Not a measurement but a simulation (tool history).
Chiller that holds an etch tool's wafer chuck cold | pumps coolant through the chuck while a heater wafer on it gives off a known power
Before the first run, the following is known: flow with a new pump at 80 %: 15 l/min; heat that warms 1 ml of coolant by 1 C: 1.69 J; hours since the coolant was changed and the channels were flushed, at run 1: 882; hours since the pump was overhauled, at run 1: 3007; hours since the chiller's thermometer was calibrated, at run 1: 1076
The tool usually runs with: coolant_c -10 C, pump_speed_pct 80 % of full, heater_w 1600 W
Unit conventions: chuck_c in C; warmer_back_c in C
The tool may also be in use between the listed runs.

run	hour	coolant_c	pump_speed_pct	heater_w	hours since the coolant was changed and the channels were flushed	hours since the pump was overhauled	hours since the chiller's thermometer was calibrated	chuck_c	warmer_back_c
1	0	-10	80	1600	882	3007	1076	0.44	4.06
2	36.2	-10	80	1600	918	3043	1112	0.54	4.01
3	100.3	-10	80	1600	982	3108	1177	0.76	4.04
4	153.4	-10	80	1600	1035	3161	1230	0.49	4.05
5	209	-10	80	1600	1091	3216	1285	0.52	4.02
6	246.1	-10	80	1600	1128	3253	1322	0.68	4.02
7	284.4	-10	80	1600	1166	3292	1361	0.53	4.03
8	340.4	-10	80	1600	1222	3348	1417	0.73	4.02
9	402.4	-10	80	1600	1284	3410	1479	0.68	4.02
10	454	-10	80	1600	1336	3461	1530	0.67	4.04
11	517.7	-10	80	1600	1399	3525	1594	0.8	4
12	550.1	-10	80	1600	1432	3557	1626	0.82	4.11
13	608.6	-10	80	988	1490	3616	1685	-3.01	2.5
14	682.8	-10	80	988	1564	3690	1759	-3.23	2.52
# hour 692.9: coolant pump overhauled
15	741	-10	80	988	1618	48	1812	-2.99	2.68
16	802.4	-4	80	1600	1679	109	1874	7.16	4.26
17	841.6	0	92	1000	1718	149	1913	6.66	2.37
# hour 860.7: coolant pump overhauled, once more
18	893.9	-17	80	999	1765	33	1960	-10.31	2.36
19	969.7	-13	61	999	1841	109	2036	-5.05	3.12
20	1023.1	-13	75	999	1895	162	2089	-6.02	2.59
21	1053.7	-10	80	2097	1925	193	2120	3.67	5.02
22	1105.9	-10	68	1523	1977	245	2172	1.01	4.24
23	1170.4	-10	68	1523	2042	310	2237	0.99	4.29
24	1207.8	-10	68	1523	2079	347	2274	1.05	4.25
25	1268.7	-16	63	1600	2140	408	2335	-3.73	4.81
26	1309.9	-10	62	1917	2181	449	2376	4.69	5.96
27	1354	-19	77	1600	2226	493	2420	-7.93	4
28	1417.9	-7	72	1914	2289	557	2484	6.57	5.11
29	1466.8	-7	72	1914	2338	606	2533	6.6	5.07
30	1539.9	-18	82	1600	2411	679	2606	-7.32	3.78
31	1612.7	-5	79	1600	2484	752	2679	5.98	3.88

For some of the steps in chuck_c from one run to the next: how much would appear even if the tool had no hidden state, given the settings, what came in and random variation, and how much remains for the hidden state plus any gauge scatter that the measured result and the result without hidden state don't share?
Hidden state present: heat passed by the chuck's channels, % of clean ones'; flow at a given pump speed, % of a new pump's; coolant's true temperature over the reading, C; drift of the gauge itself on chuck_c, C; drift of the gauge itself on warmer_back_c, C.
Run 15 -> 16: coolant_c -10 -> -4, heater_w 988 -> 1600. chuck_c +10.15 C: hidden state +0.4, all else +9.75.
Run 16 -> 17: coolant_c -4 -> 0, pump_speed_pct 80 -> 92, heater_w 1600 -> 1000. chuck_c -0.5 C: hidden state -0.4, all else -0.1.
Run 17 -> 18: coolant_c 0 -> -17, pump_speed_pct 92 -> 80, heater_w 1000 -> 999, coolant pump overhauled, once more. chuck_c -16.97 C: hidden state -0.36, all else -16.61.
Run 27 -> 28: coolant_c -19 -> -7, pump_speed_pct 77 -> 72, heater_w 1600 -> 1914. chuck_c +14.5 C: hidden state +0.14, all else +14.36.
Run 29 -> 30: coolant_c -7 -> -18, pump_speed_pct 72 -> 82, heater_w 1914 -> 1600. chuck_c -13.92 C: hidden state -0.1, all else -13.82.
